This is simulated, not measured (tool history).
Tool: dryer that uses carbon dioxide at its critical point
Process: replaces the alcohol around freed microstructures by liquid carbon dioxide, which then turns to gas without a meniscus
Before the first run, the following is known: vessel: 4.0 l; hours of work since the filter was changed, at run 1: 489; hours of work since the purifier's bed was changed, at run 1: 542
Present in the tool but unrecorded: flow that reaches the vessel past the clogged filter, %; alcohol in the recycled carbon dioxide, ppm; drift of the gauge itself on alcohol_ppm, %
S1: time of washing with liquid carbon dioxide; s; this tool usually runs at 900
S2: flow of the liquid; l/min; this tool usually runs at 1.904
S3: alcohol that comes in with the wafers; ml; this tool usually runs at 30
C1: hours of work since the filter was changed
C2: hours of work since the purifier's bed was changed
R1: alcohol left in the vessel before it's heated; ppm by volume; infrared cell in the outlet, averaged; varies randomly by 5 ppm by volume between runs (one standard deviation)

run	day	S1	S2	S3	C1	C2	R1
1	0.000	900	1.904	30	489	542	65
2	0.854	900	1.904	30	502	555	68
3	1.775	900	1.904	30	515	568	73
4	2.462	900	1.904	30	525	578	74
5	3.688	780	1.904	30	543	597	102
6	4.579	900	1.830	30	556	610	83
7	5.642	900	1.830	30	572	625	84
8	6.488	900	1.830	30	585	638	76
# day 6.604: inlet filter changed
9	7.625	900	1.830	30	15	654	60
10	8.375	900	1.830	30	26	665	64
11	8.979	900	1.830	30	35	674	60
12	10.162	900	1.830	30	53	691	70
13	10.675	900	1.904	30	60	699	62
14	11.383	900	1.904	30	71	709	61
15	12.342	720	1.904	30	85	724	111
16	13.454	720	1.890	30	101	740	104
17	13.996	1020	1.270	30	109	748	129
18	14.721	1020	1.270	30	120	759	145
19	15.612	1020	1.270	30	133	772	134
20	16.296	1020	1.270	30	143	782	141
21	17.067	1020	1.270	30	154	793	149
22	18.221	1020	1.270	30	171	810	143
23	19.175	1020	1.270	30	185	824	150
24	19.800	1020	1.904	107	195	834	80
25	20.967	1020	1.904	107	212	851	87
26	21.975	600	2.390	27	227	866	101
27	23.162	600	2.390	27	244	883	100
28	24.129	900	1.720	76	258	897	156
29	24.688	600	1.904	30	267	906	215

Take each entry between the runs: how does the hidden state at the last listed run before it differ from the hidden state at the first listed run after it?
In the gap between runs 8 and 9: inlet filter changed (day 6.604)
  flow that reaches the vessel past the clogged filter, %: 84.3 -> 99.2; alcohol in the recycled carbon dioxide, ppm: 42.6 -> 43.5
  what was measured, less what the result would be without the hidden state, R1: +64 -> +40 ppm by volume

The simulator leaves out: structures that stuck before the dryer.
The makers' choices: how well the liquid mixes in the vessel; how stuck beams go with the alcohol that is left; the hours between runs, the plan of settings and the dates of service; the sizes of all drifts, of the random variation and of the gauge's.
